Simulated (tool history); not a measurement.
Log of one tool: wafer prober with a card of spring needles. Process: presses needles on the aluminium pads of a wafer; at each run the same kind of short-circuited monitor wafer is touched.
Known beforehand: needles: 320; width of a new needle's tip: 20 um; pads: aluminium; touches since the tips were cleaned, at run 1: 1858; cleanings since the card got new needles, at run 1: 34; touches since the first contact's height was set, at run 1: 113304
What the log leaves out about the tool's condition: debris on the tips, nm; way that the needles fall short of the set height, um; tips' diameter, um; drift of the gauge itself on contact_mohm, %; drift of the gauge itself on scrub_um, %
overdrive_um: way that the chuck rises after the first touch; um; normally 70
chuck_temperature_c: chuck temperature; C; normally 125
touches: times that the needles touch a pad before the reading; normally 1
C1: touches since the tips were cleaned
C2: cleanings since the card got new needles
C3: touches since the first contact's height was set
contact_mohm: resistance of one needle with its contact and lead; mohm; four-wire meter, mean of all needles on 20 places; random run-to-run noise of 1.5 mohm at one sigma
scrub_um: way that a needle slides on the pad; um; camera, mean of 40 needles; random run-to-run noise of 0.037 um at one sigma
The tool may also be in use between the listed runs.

{"run": 1, "hour": 0.0, "overdrive_um": 70, "chuck_temperature_c": 125, "touches": 1, "C1": 1858, "C2": 34, "C3": 113304, "contact_mohm": 164, "scrub_um": 12.7}
{"hour": 2.6, "done": "tips cleaned on abrasive film"}
{"hour": 8.8, "done": "tips cleaned on abrasive film"}
{"run": 2, "hour": 9.4, "overdrive_um": 70, "chuck_temperature_c": 125, "touches": 1, "C1": 347, "C2": 36, "C3": 118270, "contact_mohm": 149, "scrub_um": 12.8}
{"hour": 15.0, "done": "tips cleaned on abrasive film"}
{"run": 3, "hour": 19.8, "overdrive_um": 70, "chuck_temperature_c": 125, "touches": 1, "C1": 2598, "C2": 37, "C3": 123818, "contact_mohm": 165, "scrub_um": 12.69}
{"hour": 20.8, "done": "tips cleaned on abrasive film"}
{"hour": 27.2, "done": "tips cleaned on abrasive film"}
{"run": 4, "hour": 31.0, "overdrive_um": 70, "chuck_temperature_c": 125, "touches": 1, "C1": 2007, "C2": 39, "C3": 129744, "contact_mohm": 162, "scrub_um": 12.76}
{"hour": 32.9, "done": "tips cleaned on abrasive film"}
{"hour": 38.9, "done": "tips cleaned on abrasive film"}
{"run": 5, "hour": 40.7, "overdrive_um": 70, "chuck_temperature_c": 125, "touches": 1, "C1": 977, "C2": 41, "C3": 134880, "contact_mohm": 153, "scrub_um": 12.68}
{"hour": 45.5, "done": "tips cleaned on abrasive film"}
{"run": 6, "hour": 50.9, "overdrive_um": 70, "chuck_temperature_c": 125, "touches": 2, "C1": 2931, "C2": 42, "C3": 140348, "contact_mohm": 159, "scrub_um": 12.71}
{"hour": 51.8, "done": "tips cleaned on abrasive film"}
{"hour": 58.0, "done": "tips cleaned on abrasive film"}
{"run": 7, "hour": 62.5, "overdrive_um": 70, "chuck_temperature_c": 125, "touches": 1, "C1": 2438, "C2": 44, "C3": 146497, "contact_mohm": 166, "scrub_um": 12.64}
{"hour": 64.4, "done": "tips cleaned on abrasive film"}
{"hour": 70.3, "done": "tips cleaned on abrasive film"}
{"run": 8, "hour": 70.7, "overdrive_um": 70, "chuck_temperature_c": 125, "touches": 1, "C1": 230, "C2": 46, "C3": 150824, "contact_mohm": 145, "scrub_um": 12.62}
{"hour": 76.2, "done": "tips cleaned on abrasive film"}
{"hour": 81.9, "done": "tips cleaned on abrasive film"}
{"run": 9, "hour": 82.0, "overdrive_um": 70, "chuck_temperature_c": 125, "touches": 1, "C1": 26, "C2": 48, "C3": 156792, "contact_mohm": 145, "scrub_um": 12.64}
{"hour": 88.3, "done": "tips cleaned on abrasive film"}
{"run": 10, "hour": 89.0, "overdrive_um": 70, "chuck_temperature_c": 125, "touches": 1, "C1": 392, "C2": 49, "C3": 160521, "contact_mohm": 150, "scrub_um": 12.66}
{"hour": 90.5, "done": "height of the first contact set anew"}
{"hour": 94.8, "done": "tips cleaned on abrasive film"}
{"run": 11, "hour": 98.8, "overdrive_um": 70, "chuck_temperature_c": 37, "touches": 1, "C1": 2163, "C2": 50, "C3": 4419, "contact_mohm": 152, "scrub_um": 13.08}
{"hour": 100.6, "done": "tips cleaned on abrasive film"}
{"hour": 106.5, "done": "tips cleaned on abrasive film"}
{"run": 12, "hour": 108.0, "overdrive_um": 70, "chuck_temperature_c": 37, "touches": 1, "C1": 824, "C2": 52, "C3": 9308, "contact_mohm": 141, "scrub_um": 13.05}
{"hour": 112.8, "done": "tips cleaned on abrasive film"}
{"run": 13, "hour": 113.7, "overdrive_um": 70, "chuck_temperature_c": 37, "touches": 1, "C1": 476, "C2": 53, "C3": 12308, "contact_mohm": 137, "scrub_um": 12.96}
{"hour": 118.8, "done": "tips cleaned on abrasive film"}
{"run": 14, "hour": 123.3, "overdrive_um": 70, "chuck_temperature_c": 125, "touches": 1, "C1": 2469, "C2": 54, "C3": 17452, "contact_mohm": 162, "scrub_um": 13.03}
{"hour": 124.4, "done": "tips cleaned on abrasive film"}
{"hour": 130.3, "done": "tips cleaned on abrasive film"}
{"run": 15, "hour": 130.6, "overdrive_um": 70, "chuck_temperature_c": 125, "touches": 1, "C1": 121, "C2": 56, "C3": 21254, "contact_mohm": 145, "scrub_um": 12.98}
{"hour": 136.2, "done": "tips cleaned on abrasive film"}
{"run": 16, "hour": 138.5, "overdrive_um": 70, "chuck_temperature_c": 37, "touches": 1, "C1": 1244, "C2": 57, "C3": 25482, "contact_mohm": 142, "scrub_um": 12.9}
{"hour": 142.6, "done": "tips cleaned on abrasive film"}
{"run": 17, "hour": 147.8, "overdrive_um": 70, "chuck_temperature_c": 37, "touches": 3, "C1": 2770, "C2": 58, "C3": 30434, "contact_mohm": 138, "scrub_um": 12.97}
{"hour": 148.6, "done": "tips cleaned on abrasive film"}
{"hour": 154.4, "done": "tips cleaned on abrasive film"}
{"run": 18, "hour": 158.8, "overdrive_um": 53, "chuck_temperature_c": 53, "touches": 2, "C1": 2374, "C2": 60, "C3": 36274, "contact_mohm": 162, "scrub_um": 9.77}
{"hour": 160.1, "done": "tips cleaned on abrasive film"}
{"hour": 166.3, "done": "tips cleaned on abrasive film"}
{"run": 19, "hour": 167.8, "overdrive_um": 68, "chuck_temperature_c": 26, "touches": 1, "C1": 820, "C2": 62, "C3": 41035, "contact_mohm": 142, "scrub_um": 12.6}
{"hour": 172.6, "done": "tips cleaned on abrasive film"}
{"run": 20, "hour": 174.4, "overdrive_um": 70, "chuck_temperature_c": 125, "touches": 3, "C1": 968, "C2": 63, "C3": 44547, "contact_mohm": 145, "scrub_um": 12.91}
{"hour": 179.1, "done": "tips cleaned on abrasive film"}
{"run": 21, "hour": 179.6, "overdrive_um": 70, "chuck_temperature_c": 125, "touches": 3, "C1": 245, "C2": 64, "C3": 47258, "contact_mohm": 143, "scrub_um": 12.94}
{"hour": 184.9, "done": "tips cleaned on abrasive film"}
{"run": 22, "hour": 185.0, "overdrive_um": 70, "chuck_temperature_c": 125, "touches": 3, "C1": 62, "C2": 65, "C3": 50161, "contact_mohm": 143, "scrub_um": 12.93}
{"hour": 190.9, "done": "tips cleaned on abrasive film"}
{"run": 23, "hour": 195.9, "overdrive_um": 70, "chuck_temperature_c": 125, "touches": 1, "C1": 2737, "C2": 66, "C3": 55994, "contact_mohm": 169, "scrub_um": 12.89}
{"hour": 196.7, "done": "tips cleaned on abrasive film"}
{"hour": 202.8, "done": "tips cleaned on abrasive film"}
{"run": 24, "hour": 206.6, "overdrive_um": 70, "chuck_temperature_c": 125, "touches": 1, "C1": 2067, "C2": 68, "C3": 61637, "contact_mohm": 163, "scrub_um": 12.94}
{"hour": 208.5, "done": "tips cleaned on abrasive film"}
{"run": 25, "hour": 212.0, "overdrive_um": 80, "chuck_temperature_c": 125, "touches": 2, "C1": 1922, "C2": 69, "C3": 64512, "contact_mohm": 150, "scrub_um": 14.76}
{"hour": 214.3, "done": "tips cleaned on abrasive film"}
{"hour": 220.6, "done": "tips cleaned on abrasive film"}
{"run": 26, "hour": 220.8, "overdrive_um": 84, "chuck_temperature_c": 26, "touches": 1, "C1": 100, "C2": 71, "C3": 69140, "contact_mohm": 127, "scrub_um": 15.49}
{"hour": 226.8, "done": "tips cleaned on abrasive film"}
{"run": 27, "hour": 228.7, "overdrive_um": 50, "chuck_temperature_c": 125, "touches": 1, "C1": 1049, "C2": 72, "C3": 73377, "contact_mohm": 174, "scrub_um": 9.13}
{"hour": 232.4, "done": "tips cleaned on abrasive film"}
{"hour": 238.1, "done": "tips cleaned on abrasive film"}
{"run": 28, "hour": 239.8, "overdrive_um": 55, "chuck_temperature_c": 66, "touches": 2, "C1": 920, "C2": 74, "C3": 79249, "contact_mohm": 152, "scrub_um": 10.05}
{"hour": 244.2, "done": "tips cleaned on abrasive film"}
{"run": 29, "hour": 247.3, "overdrive_um": 53, "chuck_temperature_c": 125, "touches": 2, "C1": 1697, "C2": 75, "C3": 83232, "contact_mohm": 169, "scrub_um": 9.6}
{"hour": 249.9, "done": "tips cleaned on abrasive film"}
{"run": 30, "hour": 255.3, "overdrive_um": 71, "chuck_temperature_c": 112, "touches": 1, "C1": 2948, "C2": 76, "C3": 87503, "contact_mohm": 164, "scrub_um": 13.05}
{"hour": 256.4, "done": "tips cleaned on abrasive film"}
{"run": 31, "hour": 261.3, "overdrive_um": 71, "chuck_temperature_c": 112, "touches": 1, "C1": 2612, "C2": 77, "C3": 90669, "contact_mohm": 163, "scrub_um": 13}

Branching from run 31: 4 alternative next runs. What would each branch give?
{"hour": 262.1, "done": "tips cleaned on abrasive film"}
{"hour": 268.4, "done": "tips cleaned on abrasive film"}
{"run": "A", "hour": 268.5, "overdrive_um": 65, "chuck_temperature_c": 112, "touches": 2, "C1": 63, "C2": 79, "C3": 94446, "contact_mohm": "?", "scrub_um": "?"}
{"hour": 262.1, "done": "tips cleaned on abrasive film"}
{"hour": 268.4, "done": "tips cleaned on abrasive film"}
{"run": "B", "hour": 268.5, "overdrive_um": 59, "chuck_temperature_c": 112, "touches": 3, "C1": 63, "C2": 79, "C3": 94446, "contact_mohm": "?", "scrub_um": "?"}
{"hour": 262.1, "done": "tips cleaned on abrasive film"}
{"hour": 268.4, "done": "tips cleaned on abrasive film"}
{"run": "C", "hour": 268.5, "overdrive_um": 71, "chuck_temperature_c": 36, "touches": 2, "C1": 63, "C2": 79, "C3": 94446, "contact_mohm": "?", "scrub_um": "?"}
{"hour": 262.1, "done": "tips cleaned on abrasive film"}
{"hour": 268.4, "done": "tips cleaned on abrasive film"}
{"run": "D", "hour": 268.5, "overdrive_um": 69, "chuck_temperature_c": 125, "touches": 2, "C1": 63, "C2": 79, "C3": 94446, "contact_mohm": "?", "scrub_um": "?"}

run=A contact_mohm=146 scrub_um=11.86
run=B contact_mohm=148 scrub_um=10.73
run=C contact_mohm=131 scrub_um=12.94
run=D contact_mohm=148 scrub_um=12.64
Without the tool's hidden state the same runs would have given:
run=A contact_mohm=142 scrub_um=12.11
run=B contact_mohm=145 scrub_um=10.98
run=C contact_mohm=128 scrub_um=13.19
run=D contact_mohm=145 scrub_um=12.89
